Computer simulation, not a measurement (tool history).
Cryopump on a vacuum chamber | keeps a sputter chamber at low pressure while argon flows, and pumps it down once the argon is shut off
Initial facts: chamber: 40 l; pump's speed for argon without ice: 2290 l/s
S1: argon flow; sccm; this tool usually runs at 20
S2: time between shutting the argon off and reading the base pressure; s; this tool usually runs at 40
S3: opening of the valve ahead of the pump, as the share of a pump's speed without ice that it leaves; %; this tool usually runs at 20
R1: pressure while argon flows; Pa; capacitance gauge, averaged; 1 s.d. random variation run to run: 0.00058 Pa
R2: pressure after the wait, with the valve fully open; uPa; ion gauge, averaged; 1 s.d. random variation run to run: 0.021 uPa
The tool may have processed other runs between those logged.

Run 1, hour 0: usual settings. Result: R1 0.0739 Pa, R2 1.81 uPa.
Run 2, hour 6.9: usual settings. Result: R1 0.0745 Pa, R2 1.84 uPa.
Run 3, hour 19.7: usual settings. Result: R1 0.0737 Pa, R2 1.83 uPa.
Run 4, hour 30.9: usual settings. Result: R1 0.0747 Pa, R2 1.81 uPa.
Run 5, hour 47.1: usual settings. Result: R1 0.0735 Pa, R2 1.82 uPa.
Run 6, hour 56.8: usual settings but S2 131 s. Result: R1 0.0748 Pa, R2 1.55 uPa.
Run 7, hour 70.5: usual settings but S2 131 s. Result: R1 0.0745 Pa, R2 1.58 uPa.
Run 8, hour 78.4: usual settings. Result: R1 0.0748 Pa, R2 1.79 uPa.
Run 9, hour 94.8: usual settings. Result: R1 0.0748 Pa, R2 1.85 uPa.
Run 10, hour 103.8: usual settings. Result: R1 0.0748 Pa, R2 1.8 uPa.
Run 11, hour 113.1: usual settings. Result: R1 0.0732 Pa, R2 1.86 uPa.
Run 12, hour 122.9: usual settings. Result: R1 0.0739 Pa, R2 1.87 uPa.
Run 13, hour 138.3: usual settings. Result: R1 0.0747 Pa, R2 1.86 uPa.
Run 14, hour 151.8: usual settings but S3 27 %. Result: R1 0.0557 Pa, R2 1.9 uPa.
Run 15, hour 160.1: usual settings but S3 27 %. Result: R1 0.0559 Pa, R2 1.93 uPa.
Run 16, hour 167.6: usual settings but S3 32 %. Result: R1 0.0468 Pa, R2 1.84 uPa.
Run 17, hour 179.7: usual settings but S1 36 sccm, S3 32 %. Result: R1 0.0849 Pa, R2 1.88 uPa.
Run 18, hour 188.8: usual settings but S1 36 sccm, S3 32 %. Result: R1 0.0849 Pa, R2 1.86 uPa.
Run 19, hour 196.5: usual settings but S1 8 sccm, S2 95 s, S3 32 %. Result: R1 0.0186 Pa, R2 1.67 uPa.
Run 20, hour 212.9: usual settings but S1 8 sccm, S2 95 s, S3 32 %. Result: R1 0.0187 Pa, R2 1.69 uPa.
Run 21, hour 224.4: usual settings but S1 8 sccm, S2 95 s, S3 32 %. Result: R1 0.0187 Pa, R2 1.68 uPa.
Run 22, hour 231.6: usual settings but S1 13 sccm, S2 29 s, S3 39 %. Result: R1 0.0245 Pa, R2 2.06 uPa.
Run 23, hour 241.9: usual settings but S1 11 sccm, S2 66 s. Result: R1 0.0413 Pa, R2 1.76 uPa.
Run 24, hour 249.9: usual settings but S1 15 sccm, S2 66 s, S3 34 %. Result: R1 0.0336 Pa, R2 1.73 uPa.
Run 25, hour 261.8: usual settings but S1 35 sccm, S2 66 s, S3 45 %. Result: R1 0.0593 Pa, R2 1.79 uPa.
Run 26, hour 276.7: usual settings but S1 35 sccm, S2 66 s, S3 45 %. Result: R1 0.0592 Pa, R2 1.83 uPa.
Run 27, hour 283.5: usual settings but S2 214 s, S3 37 %. Result: R1 0.041 Pa, R2 1.6 uPa.
Run 28, hour 295.9: usual settings but S1 13 sccm, S2 42 s, S3 30 %. Result: R1 0.0332 Pa, R2 1.88 uPa.
Run 29, hour 309.9: usual settings but S1 8 sccm, S2 171 s. Result: R1 0.0306 Pa, R2 1.66 uPa.
Run 30, hour 323.7: usual settings but S1 8 sccm, S2 171 s. Result: R1 0.0303 Pa, R2 1.64 uPa.
Run 31, hour 339.8: usual settings but S1 8 sccm, S2 171 s. Result: R1 0.0303 Pa, R2 1.67 uPa.
Run 32, hour 350.9: usual settings but S1 8 sccm, S2 20 s, S3 17 %. Result: R1 0.0352 Pa, R2 2.41 uPa.
Run 33, hour 360.4: usual settings but S2 273 s, S3 34 %. Result: R1 0.0443 Pa, R2 0.29 uPa.

The log once held 1 entry between its listed runs, left out of this copy. Where does each go, and what is different about the tool's unlogged condition between the listed run before it and the listed run after it?
After run 32, before run 33: leaking fittings of the chamber tightened, without venting (hour 356.8)
  pump's speed, % of a pump's without ice: 92.1 -> 92; leak into the chamber, uPa l/s: 3327 -> 357
  measured less the result without the state, R1: +0.0005 -> +0.0014 Pa; R2: +1.47 -> +0.04 uPa
